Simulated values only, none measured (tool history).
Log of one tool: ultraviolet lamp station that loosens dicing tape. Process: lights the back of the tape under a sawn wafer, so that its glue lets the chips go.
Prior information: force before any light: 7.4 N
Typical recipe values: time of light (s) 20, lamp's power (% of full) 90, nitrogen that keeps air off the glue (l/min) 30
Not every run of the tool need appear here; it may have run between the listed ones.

| run | hour | time of light (s) | lamp's power (% of full) | nitrogen that keeps air off the glue (l/min) | force that peels the tape off (N) | light that reached the tape (mJ/cm²) |
|---|---|---|---|---|---|---|
| 1 | 0 | 20 | 90 | 30 | 0.724 | 364 |
| 2 | 23.9 | 20 | 90 | 30 | 0.757 | 363 |
| 3 | 42.2 | 20 | 90 | 30 | 0.757 | 358 |
| 4 | 63.3 | 20 | 90 | 30 | 0.724 | 354 |
| 5 | 78.6 | 20 | 90 | 30 | 0.751 | 352 |
| 6 | 88.9 | 20 | 93 | 30 | 0.75 | 367 |
| 7 | 107.5 | 20 | 93 | 30 | 0.74 | 362 |
| 8 | 122.2 | 20 | 90 | 48 | 0.554 | 348 |
| 9 | 136.4 | 20 | 90 | 48 | 0.583 | 345 |
| 10 | 157 | 20 | 90 | 30 | 0.848 | 341 |
| 11 | 181.3 | 20 | 90 | 30 | 0.875 | 338 |
| 12 | 204.4 | 12 | 90 | 14 | 2.729 | 196 |
| 13 | 216.8 | 12 | 90 | 14 | 2.879 | 197 |
| 14 | 230.8 | 16 | 76 | 13 | 2.728 | 225 |
| 15 | 248.4 | 20 | 90 | 28 | 0.972 | 329 |
|  | 250 | window cleaned of glue's vapour |
| 16 | 264.7 | 22 | 65 | 13 | 2.365 | 246 |
| 17 | 281.9 | 13 | 95 | 13 | 2.703 | 212 |
| 18 | 295.5 | 17 | 61 | 21 | 2.622 | 174 |
| 19 | 316.2 | 17 | 61 | 21 | 2.672 | 175 |
| 20 | 326.5 | 19 | 80 | 15 | 2.045 | 257 |
| 21 | 341.1 | 12 | 61 | 15 | 4.061 | 122 |

Below, some changes in force that peels the tape off (N) between adjacent runs. For each, the amount present without the hidden state too (settings, incoming material, random variation) and the amount remaining for the hidden state with gauge scatter not shared by both compared results:
The hidden state here: lamp's light, % of a new lamp's; light that the window lets through, % of a clean one's; drift of the gauge itself on peel_n, %; drift of the gauge itself on dose_mj_cm2, %.
Run 11 -> 12: time of light (s) 20 -> 12, nitrogen that keeps air off the glue (l/min) 30 -> 14. force that peels the tape off (N) +1.854: hidden state +0.477, all else +1.377.
Run 14 -> 15: time of light (s) 16 -> 20, lamp's power (% of full) 76 -> 90, nitrogen that keeps air off the glue (l/min) 13 -> 28. force that peels the tape off (N) -1.756: hidden state -0.487, all else -1.269.
Run 15 -> 16: time of light (s) 20 -> 22, lamp's power (% of full) 90 -> 65, nitrogen that keeps air off the glue (l/min) 28 -> 13, window cleaned of glue's vapour. force that peels the tape off (N) +1.393: hidden state +0.537, all else +0.856.
Run 20 -> 21: time of light (s) 19 -> 12, lamp's power (% of full) 80 -> 61. force that peels the tape off (N) +2.016: hidden state +0.209, all else +1.807.

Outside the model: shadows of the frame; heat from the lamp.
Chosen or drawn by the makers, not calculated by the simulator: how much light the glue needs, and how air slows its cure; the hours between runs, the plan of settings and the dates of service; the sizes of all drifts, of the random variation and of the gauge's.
